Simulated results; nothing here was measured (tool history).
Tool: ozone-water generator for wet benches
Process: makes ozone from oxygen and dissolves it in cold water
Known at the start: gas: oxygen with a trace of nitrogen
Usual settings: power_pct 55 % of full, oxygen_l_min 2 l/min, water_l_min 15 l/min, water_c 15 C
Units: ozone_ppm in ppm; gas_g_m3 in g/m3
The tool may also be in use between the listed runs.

run,hour,power_pct,oxygen_l_min,water_l_min,water_c,ozone_ppm,gas_g_m3
1,0,55,2,15,15,13.8,193.9
2,128.5,55,2,15,15,13.7,194.4
3,257.2,55,2,15,15,13.6,192.4
4,339.9,55,2,15,15,13.4,192.6
5,490.3,55,2,15,15,13.4,191.8
6,589.1,55,1.8,15,15,13.1,204.8
7,687.4,55,2,15,15,13.3,190.3
8,788.8,55,1.25,15,15,12.2,254
9,922.9,55,1.25,15,15,12.2,252
10,985.6,77,1.09,22,8,10.4,354.3
# hour 1110.2: contactor cleaned
11,1128.3,77,1.09,22,8,10.9,349.2

Forecast run 12:
# hour 1141.7: water thermometer calibrated
12,1271,55,1.32,10,15,?,?

ozone_ppm: 18.2 ppm
gas_g_m3: 242.2 g/m3
Without the tool's hidden state the same run would have given ozone_ppm 20.9 ppm, gas_g_m3 275.5 g/m3.
